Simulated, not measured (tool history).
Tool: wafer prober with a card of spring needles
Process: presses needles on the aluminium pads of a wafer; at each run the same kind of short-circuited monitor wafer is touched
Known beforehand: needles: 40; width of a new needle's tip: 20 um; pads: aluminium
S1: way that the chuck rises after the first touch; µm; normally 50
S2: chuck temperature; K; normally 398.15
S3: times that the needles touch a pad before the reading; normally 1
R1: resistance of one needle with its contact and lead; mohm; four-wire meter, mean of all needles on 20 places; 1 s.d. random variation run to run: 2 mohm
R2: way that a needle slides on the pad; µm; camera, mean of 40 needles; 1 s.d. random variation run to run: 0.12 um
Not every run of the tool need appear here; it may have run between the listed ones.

Run 1, day 0.000: usual settings. Result: R1 260 mohm, R2 7.83 µm.
At day 0.200: tips cleaned on abrasive film.
At day 0.696: tips cleaned on abrasive film.
At day 1.092: tips cleaned on abrasive film.
At day 1.583: tips cleaned on abrasive film.
Run 2, day 1.721: usual settings. Result: R1 247 mohm, R2 7.80 µm.
At day 2.017: tips cleaned on abrasive film.
At day 2.512: tips cleaned on abrasive film.
At day 3.004: tips cleaned on abrasive film.
At day 3.500: tips cleaned on abrasive film.
At day 3.896: tips cleaned on abrasive film.
Run 3, day 4.162: usual settings. Result: R1 267 mohm, R2 7.93 µm.
At day 4.362: tips cleaned on abrasive film.
At day 4.758: tips cleaned on abrasive film.
At day 5.254: tips cleaned on abrasive film.
At day 5.650: tips cleaned on abrasive film.
Run 4, day 5.996: usual settings but S1 52 µm. Result: R1 274 mohm, R2 8.00 µm.
At day 6.100: tips cleaned on abrasive film.
At day 6.496: tips cleaned on abrasive film.
At day 6.988: tips cleaned on abrasive film.
Run 5, day 7.262: usual settings but S1 52 µm. Result: R1 264 mohm, R2 7.79 µm.
At day 7.462: tips cleaned on abrasive film.
At day 7.858: tips cleaned on abrasive film.
At day 8.350: tips cleaned on abrasive film.
At day 8.846: tips cleaned on abrasive film.
Run 6, day 8.979: usual settings but S1 52 µm. Result: R1 261 mohm, R2 7.91 µm.
At day 9.275: tips cleaned on abrasive film.
At day 9.771: tips cleaned on abrasive film.
At day 10.167: tips cleaned on abrasive film.
At day 10.658: tips cleaned on abrasive film.
At day 11.154: tips cleaned on abrasive film.
Run 7, day 11.388: usual settings but S1 52 µm, S2 337.15 K. Result: R1 256 mohm, R2 7.56 µm.
At day 11.588: tips cleaned on abrasive film.
At day 12.083: tips cleaned on abrasive film.
At day 12.479: tips cleaned on abrasive film.
At day 12.971: tips cleaned on abrasive film.
At day 13.375: height of the first contact set anew.
At day 13.479: tips cleaned on abrasive film.
At day 13.971: tips cleaned on abrasive film.
Run 8, day 14.283: usual settings but S2 319.15 K. Result: R1 257 mohm, R2 8.00 µm.
At day 14.383: tips cleaned on abrasive film.
At day 14.879: tips cleaned on abrasive film.
At day 15.371: tips cleaned on abrasive film.
At day 15.867: tips cleaned on abrasive film.
At day 16.362: tips cleaned on abrasive film.
Run 9, day 16.467: usual settings but S2 319.15 K. Result: R1 231 mohm, R2 7.96 µm.
At day 16.762: tips cleaned on abrasive film.
At day 17.258: tips cleaned on abrasive film.
At day 17.754: tips cleaned on abrasive film.
Run 10, day 18.121: usual settings but S2 319.15 K. Result: R1 259 mohm, R2 7.76 µm.
At day 18.221: tips cleaned on abrasive film.
At day 18.717: tips cleaned on abrasive film.
At day 19.112: tips cleaned on abrasive film.
At day 19.608: tips cleaned on abrasive film.
At day 20.100: tips cleaned on abrasive film.
Run 11, day 20.146: usual settings but S2 310.15 K. Result: R1 215 mohm, R2 7.85 µm.
At day 20.542: tips cleaned on abrasive film.
At day 20.938: tips cleaned on abrasive film.
At day 21.433: tips cleaned on abrasive film.
At day 21.829: tips cleaned on abrasive film.
Run 12, day 21.954: usual settings but S2 310.15 K. Result: R1 236 mohm, R2 7.72 µm.
At day 22.254: tips cleaned on abrasive film.
At day 22.746: tips cleaned on abrasive film.
At day 23.242: tips cleaned on abrasive film.
At day 23.733: tips cleaned on abrasive film.
At day 24.217: tips cleaned on abrasive film.
Run 13, day 24.217: usual settings but S1 38 µm, S2 310.15 K, S3 2. Result: R1 226 mohm, R2 5.65 µm.
At day 24.612: tips cleaned on abrasive film.
At day 25.104: tips cleaned on abrasive film.
At day 25.500: tips cleaned on abrasive film.
Run 14, day 25.508: usual settings but S1 51 µm, S2 302.15 K, S3 2. Result: R1 206 mohm, R2 7.71 µm.
At day 25.908: tips cleaned on abrasive film.
At day 26.304: tips cleaned on abrasive film.
At day 26.700: tips cleaned on abrasive film.
Run 15, day 26.750: usual settings but S1 51 µm, S2 302.15 K. Result: R1 222 mohm, R2 7.66 µm.
At day 27.146: tips cleaned on abrasive film.
At day 27.642: tips cleaned on abrasive film.
Run 16, day 27.996: usual settings but S1 51 µm, S2 302.15 K. Result: R1 271 mohm, R2 7.63 µm.
At day 28.096: tips cleaned on abrasive film.
At day 28.492: tips cleaned on abrasive film.
At day 28.988: tips cleaned on abrasive film.
Run 17, day 29.283: usual settings but S1 52 µm, S2 328.15 K, S3 2. Result: R1 243 mohm, R2 7.50 µm.
At day 29.388: tips cleaned on abrasive film.
At day 29.879: tips cleaned on abrasive film.
At day 30.375: tips cleaned on abrasive film.
Run 18, day 30.488: usual settings but S1 52 µm, S2 328.15 K, S3 2. Result: R1 230 mohm, R2 7.83 µm.
At day 30.788: tips cleaned on abrasive film.
At day 31.279: tips cleaned on abrasive film.
At day 31.675: tips cleaned on abrasive film.
At day 32.171: tips cleaned on abrasive film.
At day 32.667: tips cleaned on abrasive film.
At day 33.158: tips cleaned on abrasive film.
Run 19, day 33.233: usual settings but S1 52 µm, S2 314.15 K, S3 3. Result: R1 218 mohm, R2 7.64 µm.
At day 33.629: tips cleaned on abrasive film.
At day 34.033: height of the first contact set anew.
At day 34.138: tips cleaned on abrasive film.
At day 34.533: tips cleaned on abrasive film.
At day 35.025: tips cleaned on abrasive film.
Run 20, day 35.208: usual settings but S1 70 µm, S3 3. Result: R1 222 mohm, R2 11.26 µm.
At day 35.504: tips cleaned on abrasive film.
At day 36.000: tips cleaned on abrasive film.
At day 36.492: tips cleaned on abrasive film.
At day 36.912: tips cleaned on abrasive film.
Run 21, day 36.912: usual settings but S1 70 µm, S3 3. Result: R1 218 mohm, R2 11.27 µm.
At day 37.408: tips cleaned on abrasive film.
At day 37.900: tips cleaned on abrasive film.
At day 38.296: tips cleaned on abrasive film.
Run 22, day 38.554: usual settings but S3 3. Result: R1 247 mohm, R2 7.99 µm.
At day 38.758: tips cleaned on abrasive film.
At day 39.250: tips cleaned on abrasive film.
At day 39.646: tips cleaned on abrasive film.
At day 40.142: tips cleaned on abrasive film.
At day 40.542: tips cleaned on abrasive film.
Run 23, day 40.542: usual settings but S3 3. Result: R1 230 mohm, R2 7.75 µm.
At day 41.033: tips cleaned on abrasive film.
At day 41.429: tips cleaned on abrasive film.
At day 41.925: tips cleaned on abrasive film.
At day 42.421: tips cleaned on abrasive film.
Run 24, day 42.746: usual settings but S3 3. Result: R1 255 mohm, R2 7.70 µm.

Forecast each of these 5 alternatives for the next run:
At day 42.846: tips cleaned on abrasive film.
At day 43.342: tips cleaned on abrasive film.
At day 43.738: tips cleaned on abrasive film.
At day 44.233: tips cleaned on abrasive film.
Run A, day 44.433: usual settings but S2 357.15 K, S3 2. Result: R1 ?, R2 ?.
At day 42.846: tips cleaned on abrasive film.
At day 43.342: tips cleaned on abrasive film.
At day 43.738: tips cleaned on abrasive film.
At day 44.233: tips cleaned on abrasive film.
Run B, day 44.433: usual settings but S1 45 µm, S3 2. Result: R1 ?, R2 ?.
At day 42.846: tips cleaned on abrasive film.
At day 43.342: tips cleaned on abrasive film.
At day 43.738: tips cleaned on abrasive film.
At day 44.233: tips cleaned on abrasive film.
Run C, day 44.433: usual settings but S3 2. Result: R1 ?, R2 ?.
At day 42.846: tips cleaned on abrasive film.
At day 43.342: tips cleaned on abrasive film.
At day 43.738: tips cleaned on abrasive film.
At day 44.233: tips cleaned on abrasive film.
Run D, day 44.433: usual settings but S2 326.15 K, S3 3. Result: R1 ?, R2 ?.
At day 42.846: tips cleaned on abrasive film.
At day 43.342: tips cleaned on abrasive film.
At day 43.738: tips cleaned on abrasive film.
At day 44.233: tips cleaned on abrasive film.
Run E, day 44.433: usual settings but S3 3. Result: R1 ?, R2 ?.

run   R1    R2
  A  244  7.82
  B  262  6.84
  C  255  7.73
  D  229  7.75
  E  246  7.58
With the hidden condition removed and each run's random variation left untouched, the same runs would have given:
run   R1    R2
  A  209  8.21
  B  221  7.22
  C  220  8.12
  D  204  8.13
  E  221  7.96

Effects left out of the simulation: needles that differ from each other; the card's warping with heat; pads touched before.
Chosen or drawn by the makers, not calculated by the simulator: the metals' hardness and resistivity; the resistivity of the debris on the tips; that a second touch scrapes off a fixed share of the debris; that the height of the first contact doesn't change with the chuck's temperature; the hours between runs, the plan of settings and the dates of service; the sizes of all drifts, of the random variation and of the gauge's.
